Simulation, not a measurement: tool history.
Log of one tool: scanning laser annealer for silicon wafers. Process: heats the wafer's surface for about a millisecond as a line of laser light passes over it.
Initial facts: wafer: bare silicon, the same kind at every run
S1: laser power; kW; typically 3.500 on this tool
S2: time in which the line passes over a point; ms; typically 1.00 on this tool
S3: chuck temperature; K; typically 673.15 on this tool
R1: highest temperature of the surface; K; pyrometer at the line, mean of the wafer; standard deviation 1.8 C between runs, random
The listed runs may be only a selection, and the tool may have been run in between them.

| run | hour | S1 | S2 | S3 | R1 |
|---|---|---|---|---|---|
| 1 | 0.0 | 3.500 | 1.00 | 673.15 | 1379.15 |
| 2 | 6.1 | 3.500 | 1.00 | 673.15 | 1379.15 |
| 3 | 14.6 | 3.500 | 1.00 | 673.15 | 1378.15 |
| 4 | 26.1 | 3.500 | 1.00 | 694.15 | 1402.15 |
| 5 | 35.1 | 3.500 | 1.00 | 694.15 | 1401.15 |
| 6 | 40.3 | 3.500 | 1.00 | 645.15 | 1351.15 |
| 7 | 50.5 | 3.500 | 1.00 | 673.15 | 1380.15 |
| 8 | 58.1 | 3.500 | 1.00 | 673.15 | 1380.15 |
| 9 | 66.2 | 3.253 | 1.00 | 673.15 | 1315.15 |
| 10 | 72.8 | 3.253 | 1.00 | 673.15 | 1312.15 |
| 11 | 80.1 | 3.500 | 1.00 | 673.15 | 1379.15 |
| 12 | 85.1 | 3.500 | 1.16 | 673.15 | 1438.15 |
| 13 | 92.9 | 3.501 | 0.75 | 673.15 | 1276.15 |
| 14 | 100.6 | 3.356 | 1.05 | 673.15 | 1358.15 |
| 15 | 106.0 | 3.007 | 1.16 | 708.15 | 1329.15 |
| 16 | 111.1 | 3.007 | 1.16 | 670.15 | 1295.15 |
| 17 | 116.6 | 3.137 | 1.21 | 647.15 | 1322.15 |
| 18 | 123.2 | 3.662 | 1.22 | 647.15 | 1483.15 |
| 19 | 130.6 | 3.662 | 1.22 | 647.15 | 1484.15 |
| 20 | 137.1 | 3.662 | 1.22 | 647.15 | 1484.15 |
| 21 | 148.8 | 3.389 | 1.00 | 673.15 | 1352.15 |
| 22 | 157.8 | 3.389 | 1.00 | 673.15 | 1349.15 |

Here are 5 independent what-if runs from the current tool condition. What would each one return?
| A | 167.8 | 3.829 | 1.00 | 668.15 | ? |
| B | 167.8 | 3.389 | 1.00 | 645.15 | ? |
| C | 167.8 | 3.500 | 0.92 | 657.15 | ? |
| D | 167.8 | 3.463 | 0.87 | 668.15 | ? |
| E | 167.8 | 3.530 | 0.98 | 655.15 | ? |

| run | R1 |
|---|---|
| A | 1462.15 |
| B | 1322.15 |
| C | 1332.15 |
| D | 1311.15 |
| E | 1360.15 |
With the hidden condition removed and each run's random variation left untouched, the same runs would have given:
| run | R1 |
|---|---|
| A | 1464.15 |
| B | 1324.15 |
| C | 1334.15 |
| D | 1313.15 |
| E | 1362.15 |

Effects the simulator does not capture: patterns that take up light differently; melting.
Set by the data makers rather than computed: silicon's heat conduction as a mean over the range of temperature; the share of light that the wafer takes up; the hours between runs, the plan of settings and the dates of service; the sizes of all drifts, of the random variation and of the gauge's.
